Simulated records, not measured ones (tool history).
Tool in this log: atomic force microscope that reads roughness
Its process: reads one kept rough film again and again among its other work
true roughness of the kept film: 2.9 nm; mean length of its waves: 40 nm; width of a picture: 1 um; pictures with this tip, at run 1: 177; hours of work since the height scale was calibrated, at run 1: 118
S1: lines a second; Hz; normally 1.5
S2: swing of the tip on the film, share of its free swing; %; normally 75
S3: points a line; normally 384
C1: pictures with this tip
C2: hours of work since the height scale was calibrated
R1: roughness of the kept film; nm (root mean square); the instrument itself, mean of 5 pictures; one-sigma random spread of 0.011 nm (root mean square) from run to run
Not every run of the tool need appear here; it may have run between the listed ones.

run 1 day=0 | S1=1.5 S2=75 S3=384 | C1=177 C2=118 | R1=2.23
run 2 day=0.383 | S1=1.5 S2=75 S3=384 | C1=186 C2=122 | R1=2.236
-- day=0.592 new tip fitted
run 3 day=0.596 | S1=1.5 S2=75 S3=384 | C1=0 C2=124 | R1=2.504
run 4 day=0.888 | S1=1.5 S2=75 S3=384 | C1=6 C2=127 | R1=2.459
run 5 day=1.075 | S1=1.5 S2=75 S3=384 | C1=11 C2=129 | R1=2.488
run 6 day=1.325 | S1=1.5 S2=75 S3=384 | C1=16 C2=132 | R1=2.492
run 7 day=1.538 | S1=1.5 S2=75 S3=259 | C1=21 C2=134 | R1=2.463
run 8 day=1.858 | S1=1.24 S2=75 S3=384 | C1=28 C2=137 | R1=2.501
run 9 day=2.083 | S1=1.24 S2=75 S3=384 | C1=34 C2=140 | R1=2.475
run 10 day=2.475 | S1=1.24 S2=56 S3=384 | C1=42 C2=144 | R1=2.628
-- day=2.55 height scale calibrated on a step standard
run 11 day=2.846 | S1=1.24 S2=56 S3=261 | C1=50 C2=3 | R1=2.616
run 12 day=3.104 | S1=1.24 S2=56 S3=261 | C1=56 C2=6 | R1=2.612
run 13 day=3.362 | S1=1.5 S2=80 S3=384 | C1=62 C2=8 | R1=2.325
run 14 day=3.75 | S1=1.15 S2=75 S3=384 | C1=70 C2=12 | R1=2.43
-- day=3.967 height scale calibrated on a step standard, once more
run 15 day=4.117 | S1=1.5 S2=75 S3=384 | C1=78 C2=2 | R1=2.39
run 16 day=4.342 | S1=1.5 S2=75 S3=384 | C1=83 C2=4 | R1=2.371
run 17 day=4.517 | S1=1.5 S2=75 S3=384 | C1=87 C2=6 | R1=2.385
run 18 day=4.9 | S1=1.5 S2=70 S3=259 | C1=96 C2=10 | R1=2.396
run 19 day=5.283 | S1=1.5 S2=56 S3=958 | C1=104 C2=13 | R1=2.52
run 20 day=5.679 | S1=2.03 S2=56 S3=529 | C1=113 C2=18 | R1=2.492
run 21 day=5.962 | S1=1.58 S2=75 S3=384 | C1=120 C2=20 | R1=2.321
run 22 day=6.3 | S1=1.58 S2=75 S3=384 | C1=127 C2=24 | R1=2.315
run 23 day=6.538 | S1=1.58 S2=75 S3=384 | C1=133 C2=26 | R1=2.307
run 24 day=6.788 | S1=1.58 S2=75 S3=384 | C1=138 C2=29 | R1=2.288
run 25 day=7.154 | S1=1.58 S2=75 S3=384 | C1=147 C2=33 | R1=2.274
run 26 day=7.325 | S1=2.01 S2=75 S3=384 | C1=150 C2=34 | R1=2.209
run 27 day=7.654 | S1=1.5 S2=79 S3=384 | C1=158 C2=38 | R1=2.225

Estimate the outcome of run 28 from the log above:
run 28 day=7.858 | S1=0.54 S2=79 S3=357 | C1=163 C2=40 | R1=?

R1: 2.408 nm (root mean square)
Take away the tool's hidden state, keep the run-to-run variation as it was, and the same run would have given R1 2.664 nm (root mean square).
